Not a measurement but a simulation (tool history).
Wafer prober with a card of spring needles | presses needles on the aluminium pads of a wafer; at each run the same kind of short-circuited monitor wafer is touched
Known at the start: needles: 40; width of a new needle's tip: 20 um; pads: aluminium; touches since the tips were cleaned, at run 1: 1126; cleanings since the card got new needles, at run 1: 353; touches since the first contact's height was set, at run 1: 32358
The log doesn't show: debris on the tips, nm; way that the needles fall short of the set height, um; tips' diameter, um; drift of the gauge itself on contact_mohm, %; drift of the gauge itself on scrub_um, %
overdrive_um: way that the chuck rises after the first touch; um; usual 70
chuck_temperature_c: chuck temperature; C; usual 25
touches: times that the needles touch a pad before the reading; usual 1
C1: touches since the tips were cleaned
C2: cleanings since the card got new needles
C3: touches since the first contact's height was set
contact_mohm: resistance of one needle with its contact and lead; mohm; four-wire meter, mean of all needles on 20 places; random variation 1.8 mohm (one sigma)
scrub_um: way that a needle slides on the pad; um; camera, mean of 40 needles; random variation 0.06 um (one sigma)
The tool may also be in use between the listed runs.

Run 1, hour 0.0: usual settings; C1 1126; C2 353; C3 32358. Result: contact_mohm 204 mohm, scrub_um 9.85 um.
At hour 1.6: tips cleaned on abrasive film.
At hour 5.5: tips cleaned on abrasive film.
At hour 9.4: tips cleaned on abrasive film.
At hour 13.2: tips cleaned on abrasive film.
At hour 17.1: tips cleaned on abrasive film.
At hour 21.0: tips cleaned on abrasive film.
At hour 24.9: tips cleaned on abrasive film.
At hour 28.7: tips cleaned on abrasive film.
At hour 32.6: tips cleaned on abrasive film.
Run 2, hour 32.7: usual settings; C1 36; C2 362; C3 51685. Result: contact_mohm 197 mohm, scrub_um 9.74 um.
At hour 35.8: tips cleaned on abrasive film.
At hour 39.7: tips cleaned on abrasive film.
At hour 43.6: tips cleaned on abrasive film.
At hour 46.7: tips cleaned on abrasive film.
At hour 50.6: tips cleaned on abrasive film.
At hour 54.4: tips cleaned on abrasive film.
At hour 58.3: tips cleaned on abrasive film.
At hour 61.4: tips cleaned on abrasive film.
At hour 65.3: tips cleaned on abrasive film.
At hour 68.4: tips cleaned on abrasive film.
At hour 72.3: tips cleaned on abrasive film.
At hour 76.2: tips cleaned on abrasive film.
Run 3, hour 77.0: usual settings; C1 468; C2 374; C3 77875. Result: contact_mohm 201 mohm, scrub_um 9.63 um.
At hour 80.0: tips cleaned on abrasive film.
At hour 83.9: tips cleaned on abrasive film.
At hour 87.8: tips cleaned on abrasive film.
At hour 91.7: tips cleaned on abrasive film.
At hour 95.5: tips cleaned on abrasive film.
At hour 99.4: tips cleaned on abrasive film.
At hour 102.5: tips cleaned on abrasive film.
At hour 106.4: tips cleaned on abrasive film.
At hour 110.3: tips cleaned on abrasive film.
At hour 114.2: tips cleaned on abrasive film.
At hour 118.1: tips cleaned on abrasive film.
At hour 121.9: tips cleaned on abrasive film.
At hour 125.8: tips cleaned on abrasive film.
At hour 129.7: tips cleaned on abrasive film.
At hour 132.8: tips cleaned on abrasive film.
At hour 136.7: tips cleaned on abrasive film.
At hour 139.8: tips cleaned on abrasive film.
Run 4, hour 141.6: usual settings; C1 1070; C2 391; C3 116125. Result: contact_mohm 212 mohm, scrub_um 9.57 um.
At hour 143.2: tips cleaned on abrasive film.
At hour 147.1: tips cleaned on abrasive film.
At hour 148.7: tips cleaned on abrasive film, once more.
At hour 151.8: tips cleaned on abrasive film.
At hour 154.3: height of the first contact set anew.
At hour 156.0: tips cleaned on abrasive film.
At hour 159.8: tips cleaned on abrasive film.
At hour 163.7: tips cleaned on abrasive film.
At hour 167.6: tips cleaned on abrasive film.
At hour 171.5: tips cleaned on abrasive film.
At hour 175.3: tips cleaned on abrasive film.
At hour 179.2: tips cleaned on abrasive film.
At hour 183.1: tips cleaned on abrasive film.
At hour 187.0: tips cleaned on abrasive film.
At hour 190.9: tips cleaned on abrasive film.
At hour 202.9: card fitted with new needles.
At hour 206.7: tips cleaned on abrasive film.
At hour 210.6: tips cleaned on abrasive film.
At hour 214.5: tips cleaned on abrasive film.
At hour 218.4: tips cleaned on abrasive film.
At hour 221.5: tips cleaned on abrasive film.
At hour 224.9: tips cleaned on abrasive film.
Run 5, hour 224.9: usual settings; C1 0; C2 6; C3 13035. Result: contact_mohm 186 mohm, scrub_um 9.93 um.
At hour 228.0: tips cleaned on abrasive film.
At hour 231.9: tips cleaned on abrasive film.
At hour 235.0: tips cleaned on abrasive film.
At hour 238.9: tips cleaned on abrasive film.
At hour 242.0: tips cleaned on abrasive film.
At hour 245.9: tips cleaned on abrasive film.
At hour 249.8: tips cleaned on abrasive film.
At hour 253.6: tips cleaned on abrasive film.
At hour 257.5: tips cleaned on abrasive film.
At hour 260.6: tips cleaned on abrasive film.
At hour 264.5: tips cleaned on abrasive film.
At hour 267.6: tips cleaned on abrasive film.
At hour 271.5: tips cleaned on abrasive film.
At hour 275.4: tips cleaned on abrasive film.
At hour 279.3: tips cleaned on abrasive film.
At hour 283.1: tips cleaned on abrasive film.
At hour 286.7: tips cleaned on abrasive film.
Run 6, hour 286.7: usual settings but overdrive_um 63 um; C1 0; C2 23; C3 49562. Result: contact_mohm 187 mohm, scrub_um 8.86 um.
At hour 289.8: tips cleaned on abrasive film.
At hour 292.9: tips cleaned on abrasive film.
At hour 296.8: tips cleaned on abrasive film.
At hour 300.7: tips cleaned on abrasive film.
At hour 304.5: tips cleaned on abrasive film.
At hour 308.4: tips cleaned on abrasive film.
At hour 312.3: tips cleaned on abrasive film.
At hour 315.4: tips cleaned on abrasive film.
At hour 319.3: tips cleaned on abrasive film.
Run 7, hour 320.1: usual settings but overdrive_um 63 um; C1 465; C2 32; C3 69319. Result: contact_mohm 192 mohm, scrub_um 8.74 um.
At hour 323.2: tips cleaned on abrasive film.
At hour 327.0: tips cleaned on abrasive film.
At hour 330.2: tips cleaned on abrasive film.
At hour 334.0: tips cleaned on abrasive film.
At hour 337.2: tips cleaned on abrasive film.
At hour 341.0: tips cleaned on abrasive film.
At hour 344.2: tips cleaned on abrasive film.
At hour 348.0: tips cleaned on abrasive film.
At hour 351.9: tips cleaned on abrasive film.
At hour 355.8: tips cleaned on abrasive film.
At hour 359.7: tips cleaned on abrasive film.
At hour 363.5: tips cleaned on abrasive film.
At hour 367.4: tips cleaned on abrasive film.
At hour 371.3: tips cleaned on abrasive film.
Run 8, hour 371.5: usual settings but overdrive_um 63 um, touches 3; C1 117; C2 46; C3 99744. Result: contact_mohm 189 mohm, scrub_um 8.66 um.

The next listed run, before its measurement:
At hour 374.6: tips cleaned on abrasive film.
At hour 377.7: tips cleaned on abrasive film.
At hour 381.6: tips cleaned on abrasive film.
At hour 385.5: tips cleaned on abrasive film.
At hour 388.6: tips cleaned on abrasive film.
At hour 392.5: tips cleaned on abrasive film.
At hour 396.4: tips cleaned on abrasive film.
At hour 400.2: tips cleaned on abrasive film.
At hour 404.1: tips cleaned on abrasive film.
Run 9, hour 404.4: usual settings but overdrive_um 54 um, chuck_temperature_c 66 C, touches 2; C1 161; C2 55; C3 119193. Result: contact_mohm ?, scrub_um ?.

contact_mohm: 203 mohm
scrub_um: 7.24 um
Without the tool's hidden state the same run would have given contact_mohm 198 mohm, scrub_um 7.67 um.

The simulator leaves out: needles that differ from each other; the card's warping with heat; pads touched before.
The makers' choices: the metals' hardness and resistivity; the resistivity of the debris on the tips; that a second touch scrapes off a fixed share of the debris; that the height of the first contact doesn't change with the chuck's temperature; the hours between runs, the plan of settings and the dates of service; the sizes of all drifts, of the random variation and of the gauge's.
